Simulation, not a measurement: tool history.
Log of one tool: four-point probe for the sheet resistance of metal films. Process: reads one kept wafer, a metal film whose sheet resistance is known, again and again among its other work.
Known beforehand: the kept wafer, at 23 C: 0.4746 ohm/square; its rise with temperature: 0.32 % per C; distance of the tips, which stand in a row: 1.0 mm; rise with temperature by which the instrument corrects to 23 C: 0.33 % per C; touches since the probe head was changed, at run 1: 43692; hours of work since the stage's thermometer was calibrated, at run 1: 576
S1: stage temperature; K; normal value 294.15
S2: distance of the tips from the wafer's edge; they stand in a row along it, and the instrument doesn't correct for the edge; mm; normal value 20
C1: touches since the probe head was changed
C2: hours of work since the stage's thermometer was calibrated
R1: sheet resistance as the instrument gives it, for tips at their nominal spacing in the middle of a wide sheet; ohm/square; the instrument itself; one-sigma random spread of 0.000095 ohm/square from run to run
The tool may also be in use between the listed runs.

run	day	S1	S2	C1	C2	R1
1	0.000	294.15	20	43692	576	0.478973
2	1.746	294.15	20	44941	600	0.478993
3	3.896	294.15	20	46481	629	0.479028
4	5.121	294.15	20	47358	646	0.479161
5	7.375	294.15	20	48970	677	0.479127
6	8.796	294.15	20	49986	697	0.479165
7	11.188	294.15	45	51699	730	0.478683
8	12.554	294.15	45	52679	749	0.478702
# day 12.792: stage's thermometer calibrated
9	14.267	302.15	20	53887	20	0.478618
10	16.108	302.15	20	55205	46	0.478605
11	17.829	295.15	5	56439	69	0.488463
12	19.579	295.15	20	57692	94	0.479038
13	20.879	306.15	10	58622	112	0.480509
14	23.475	306.15	10	60481	147	0.480621
15	25.058	294.15	72	61614	169	0.478580
# day 25.675: stage's thermometer calibrated, once more
16	26.900	304.15	14	62918	17	0.479961
17	28.496	294.15	20	64059	39	0.479635
18	30.158	301.15	20	65247	62	0.479475
19	31.646	292.15	41	66313	82	0.479417
20	33.442	295.15	69	67598	107	0.479281

Describe how what the log doesn't record of the tool's condition differs between the last listed run preceding each entry between runs and the first listed run following it.
Logged between run 8 and run 9: stage's thermometer calibrated (day 12.792)
  inner tips' distance over the nominal, %: 0.809 -> 0.815; tips' flats over new ones', %: 30 -> 31; wafer's true temperature over the reading, C: -0.2 -> -0.33
  measured less the result without the state, R1: +0.003847 -> +0.003694 ohm/square
Logged between run 15 and run 16: stage's thermometer calibrated, once more (day 25.675)
  inner tips' distance over the nominal, %: 0.857 -> 0.864; wafer's true temperature over the reading, C: -0.38 -> -0.02
  measured less the result without the state, R1: +0.003827 -> +0.004424 ohm/square
